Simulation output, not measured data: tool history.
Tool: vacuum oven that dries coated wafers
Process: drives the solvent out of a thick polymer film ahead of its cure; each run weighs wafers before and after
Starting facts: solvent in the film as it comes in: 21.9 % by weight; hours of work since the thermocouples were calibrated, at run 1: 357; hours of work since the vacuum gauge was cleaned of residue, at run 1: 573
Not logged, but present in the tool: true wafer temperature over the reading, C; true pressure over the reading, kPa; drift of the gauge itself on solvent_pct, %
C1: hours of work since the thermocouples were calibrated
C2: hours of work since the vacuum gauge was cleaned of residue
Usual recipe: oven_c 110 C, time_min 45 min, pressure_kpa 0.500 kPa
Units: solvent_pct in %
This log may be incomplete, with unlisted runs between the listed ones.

run 1 day=0.000 | oven_c=110 time_min=45 pressure_kpa=0.500 | C1=357 C2=573 | solvent_pct=4.38
run 2 day=0.721 | oven_c=110 time_min=45 pressure_kpa=0.500 | C1=369 C2=585 | solvent_pct=4.26
run 3 day=1.121 | oven_c=110 time_min=45 pressure_kpa=0.500 | C1=376 C2=592 | solvent_pct=4.36
run 4 day=1.517 | oven_c=110 time_min=59 pressure_kpa=0.500 | C1=382 C2=598 | solvent_pct=2.90
run 5 day=1.958 | oven_c=110 time_min=59 pressure_kpa=0.500 | C1=390 C2=606 | solvent_pct=2.95
run 6 day=2.429 | oven_c=110 time_min=59 pressure_kpa=0.500 | C1=398 C2=613 | solvent_pct=2.89
run 7 day=3.167 | oven_c=110 time_min=59 pressure_kpa=0.500 | C1=410 C2=626 | solvent_pct=2.89
run 8 day=3.933 | oven_c=110 time_min=59 pressure_kpa=0.500 | C1=423 C2=639 | solvent_pct=2.89
run 9 day=4.625 | oven_c=110 time_min=40 pressure_kpa=0.500 | C1=434 C2=650 | solvent_pct=4.90
run 10 day=5.075 | oven_c=110 time_min=40 pressure_kpa=0.500 | C1=442 C2=658 | solvent_pct=5.04
run 11 day=5.796 | oven_c=110 time_min=40 pressure_kpa=0.500 | C1=454 C2=670 | solvent_pct=4.90
run 12 day=6.596 | oven_c=110 time_min=40 pressure_kpa=0.500 | C1=467 C2=683 | solvent_pct=4.96
run 13 day=7.258 | oven_c=110 time_min=40 pressure_kpa=0.500 | C1=478 C2=694 | solvent_pct=4.92
run 14 day=7.758 | oven_c=110 time_min=40 pressure_kpa=0.500 | C1=487 C2=703 | solvent_pct=4.96
run 15 day=8.546 | oven_c=110 time_min=40 pressure_kpa=0.500 | C1=500 C2=716 | solvent_pct=4.99
run 16 day=8.933 | oven_c=110 time_min=40 pressure_kpa=0.500 | C1=506 C2=722 | solvent_pct=4.99
run 17 day=9.600 | oven_c=110 time_min=45 pressure_kpa=0.500 | C1=518 C2=733 | solvent_pct=4.28
run 18 day=10.188 | oven_c=110 time_min=45 pressure_kpa=0.595 | C1=527 C2=743 | solvent_pct=4.35
run 19 day=10.583 | oven_c=110 time_min=45 pressure_kpa=0.595 | C1=534 C2=750 | solvent_pct=4.33
run 20 day=11.204 | oven_c=110 time_min=58 pressure_kpa=0.500 | C1=544 C2=760 | solvent_pct=2.94
run 21 day=11.704 | oven_c=110 time_min=45 pressure_kpa=0.961 | C1=553 C2=769 | solvent_pct=4.60
run 22 day=12.412 | oven_c=110 time_min=45 pressure_kpa=0.355 | C1=565 C2=780 | solvent_pct=4.16
run 23 day=13.325 | oven_c=110 time_min=45 pressure_kpa=0.500 | C1=580 C2=796 | solvent_pct=4.26
run 24 day=14.108 | oven_c=110 time_min=45 pressure_kpa=0.589 | C1=593 C2=809 | solvent_pct=4.37
run 25 day=14.638 | oven_c=119 time_min=23 pressure_kpa=0.527 | C1=602 C2=818 | solvent_pct=5.92
run 26 day=15.492 | oven_c=119 time_min=51 pressure_kpa=0.496 | C1=616 C2=832 | solvent_pct=1.79
run 27 day=16.008 | oven_c=117 time_min=73 pressure_kpa=0.853 | C1=625 C2=841 | solvent_pct=1.36
run 28 day=16.412 | oven_c=117 time_min=40 pressure_kpa=0.536 | C1=632 C2=847 | solvent_pct=3.26
run 29 day=16.988 | oven_c=117 time_min=40 pressure_kpa=0.536 | C1=641 C2=857 | solvent_pct=3.21
run 30 day=17.938 | oven_c=117 time_min=40 pressure_kpa=0.536 | C1=657 C2=873 | solvent_pct=3.29
run 31 day=18.362 | oven_c=117 time_min=40 pressure_kpa=0.536 | C1=664 C2=880 | solvent_pct=3.32
run 32 day=18.825 | oven_c=118 time_min=26 pressure_kpa=0.913 | C1=672 C2=888 | solvent_pct=5.64
run 33 day=19.442 | oven_c=118 time_min=69 pressure_kpa=0.280 | C1=682 C2=898 | solvent_pct=1.02
run 34 day=20.246 | oven_c=96 time_min=69 pressure_kpa=0.813 | C1=696 C2=912 | solvent_pct=5.95
run 35 day=20.667 | oven_c=108 time_min=42 pressure_kpa=0.982 | C1=703 C2=919 | solvent_pct=5.40
run 36 day=21.279 | oven_c=110 time_min=59 pressure_kpa=0.406 | C1=713 C2=929 | solvent_pct=2.76
run 37 day=21.762 | oven_c=110 time_min=34 pressure_kpa=1.056 | C1=721 C2=937 | solvent_pct=6.25
run 38 day=22.692 | oven_c=110 time_min=34 pressure_kpa=1.056 | C1=737 C2=953 | solvent_pct=6.20
run 39 day=23.638 | oven_c=110 time_min=34 pressure_kpa=1.056 | C1=753 C2=968 | solvent_pct=6.18
run 40 day=24.292 | oven_c=100 time_min=45 pressure_kpa=0.500 | C1=763 C2=979 | solvent_pct=6.96
run 41 day=24.867 | oven_c=103 time_min=63 pressure_kpa=1.749 | C1=773 C2=989 | solvent_pct=5.27
run 42 day=25.492 | oven_c=105 time_min=36 pressure_kpa=0.885 | C1=784 C2=999 | solvent_pct=7.08
run 43 day=26.158 | oven_c=105 time_min=36 pressure_kpa=0.885 | C1=795 C2=1010 | solvent_pct=7.06
run 44 day=27.117 | oven_c=117 time_min=42 pressure_kpa=0.296 | C1=811 C2=1027 | solvent_pct=2.88
run 45 day=28.050 | oven_c=117 time_min=42 pressure_kpa=0.491 | C1=826 C2=1042 | solvent_pct=2.99
run 46 day=28.867 | oven_c=95 time_min=29 pressure_kpa=0.500 | C1=840 C2=1056 | solvent_pct=10.94
run 47 day=29.588 | oven_c=116 time_min=64 pressure_kpa=1.072 | C1=852 C2=1068 | solvent_pct=1.86

Consider 3 possible next runs. They are alternatives, not a sequence: every one starts from the tool as it was left by run 47. What does each give?
run A day=30.058 | oven_c=103 time_min=64 pressure_kpa=0.699 | C1=860 C2=1076 | solvent_pct=?
run B day=30.058 | oven_c=116 time_min=69 pressure_kpa=1.072 | C1=860 C2=1076 | solvent_pct=?
run C day=30.058 | oven_c=110 time_min=45 pressure_kpa=1.869 | C1=860 C2=1076 | solvent_pct=?

run=A solvent_pct=4.22
run=B solvent_pct=1.75
run=C solvent_pct=5.16
The same runs, with their run-to-run variation unchanged, on a tool lacking any hidden condition would have given:
run=A solvent_pct=4.29
run=B solvent_pct=1.69
run=C solvent_pct=5.35
